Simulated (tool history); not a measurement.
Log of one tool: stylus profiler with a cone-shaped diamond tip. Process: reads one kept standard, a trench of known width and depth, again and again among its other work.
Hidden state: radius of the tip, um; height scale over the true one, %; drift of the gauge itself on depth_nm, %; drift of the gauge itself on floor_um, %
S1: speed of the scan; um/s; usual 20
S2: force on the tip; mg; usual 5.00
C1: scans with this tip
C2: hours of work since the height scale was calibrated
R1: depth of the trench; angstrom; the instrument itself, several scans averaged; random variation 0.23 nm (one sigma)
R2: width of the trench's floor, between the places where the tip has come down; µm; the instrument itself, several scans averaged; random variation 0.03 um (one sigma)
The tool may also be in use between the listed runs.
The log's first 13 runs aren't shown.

{"run": 14, "hour": 357.4, "S1": 20, "S2": 11.17, "C1": 14451, "C2": 587, "R1": 10258.4, "R2": 15.95}
{"run": 15, "hour": 394.6, "S1": 20, "S2": 5.0, "C1": 14734, "C2": 615, "R1": 10154.2, "R2": 15.92}
{"run": 16, "hour": 434.3, "S1": 20, "S2": 5.0, "C1": 15036, "C2": 645, "R1": 10153.3, "R2": 15.89}
{"run": 17, "hour": 468.4, "S1": 20, "S2": 5.0, "C1": 15296, "C2": 672, "R1": 10149.6, "R2": 15.94}
{"run": 18, "hour": 499.6, "S1": 20, "S2": 5.0, "C1": 15533, "C2": 695, "R1": 10154.5, "R2": 15.93}
{"run": 19, "hour": 518.8, "S1": 20, "S2": 5.0, "C1": 15680, "C2": 710, "R1": 10155.2, "R2": 15.89}
{"run": 20, "hour": 549.5, "S1": 20, "S2": 5.0, "C1": 15913, "C2": 734, "R1": 10152.0, "R2": 15.91}
{"run": 21, "hour": 590.0, "S1": 20, "S2": 5.0, "C1": 16221, "C2": 765, "R1": 10152.0, "R2": 15.93}
{"run": 22, "hour": 630.0, "S1": 31, "S2": 5.0, "C1": 16525, "C2": 795, "R1": 10151.1, "R2": 15.91}
{"run": 23, "hour": 652.4, "S1": 20, "S2": 5.0, "C1": 16696, "C2": 812, "R1": 10151.5, "R2": 15.92}
{"hour": 687.9, "done": "height scale calibrated on a step standard"}
{"run": 24, "hour": 687.9, "S1": 20, "S2": 5.0, "C1": 16963, "C2": 0, "R1": 10152.8, "R2": 15.89}
{"run": 25, "hour": 718.0, "S1": 9, "S2": 13.44, "C1": 17191, "C2": 23, "R1": 10297.2, "R2": 15.97}
{"run": 26, "hour": 751.0, "S1": 41, "S2": 2.6, "C1": 17443, "C2": 48, "R1": 10099.8, "R2": 15.72}
{"run": 27, "hour": 788.2, "S1": 8, "S2": 6.92, "C1": 17726, "C2": 77, "R1": 10195.3, "R2": 15.9}
{"run": 28, "hour": 813.2, "S1": 14, "S2": 2.09, "C1": 17916, "C2": 96, "R1": 10083.8, "R2": 15.87}
{"hour": 827.7, "done": "new tip fitted, height scale calibrated"}
{"run": 29, "hour": 851.3, "S1": 14, "S2": 2.09, "C1": 179, "C2": 18, "R1": 10083.8, "R2": 15.9}
{"run": 30, "hour": 876.2, "S1": 6, "S2": 4.91, "C1": 369, "C2": 37, "R1": 10152.4, "R2": 15.97}
{"run": 31, "hour": 905.9, "S1": 64, "S2": 11.21, "C1": 594, "C2": 60, "R1": 10262.9, "R2": 15.82}
{"run": 32, "hour": 943.1, "S1": 20, "S2": 5.86, "C1": 878, "C2": 88, "R1": 10171.0, "R2": 15.89}
{"run": 33, "hour": 977.3, "S1": 78, "S2": 2.62, "C1": 1138, "C2": 114, "R1": 10100.5, "R2": 15.56}

The next listed run, before its measurement:
{"run": 34, "hour": 995.3, "S1": 68, "S2": 5.0, "C1": 1275, "C2": 128, "R1": "?", "R2": "?"}

{"run 34": {"R1": 10154.8, "R2": 15.74}}
Without the tool's hidden state the same run would have given R1 10154.7 angstrom, R2 15.75 µm.

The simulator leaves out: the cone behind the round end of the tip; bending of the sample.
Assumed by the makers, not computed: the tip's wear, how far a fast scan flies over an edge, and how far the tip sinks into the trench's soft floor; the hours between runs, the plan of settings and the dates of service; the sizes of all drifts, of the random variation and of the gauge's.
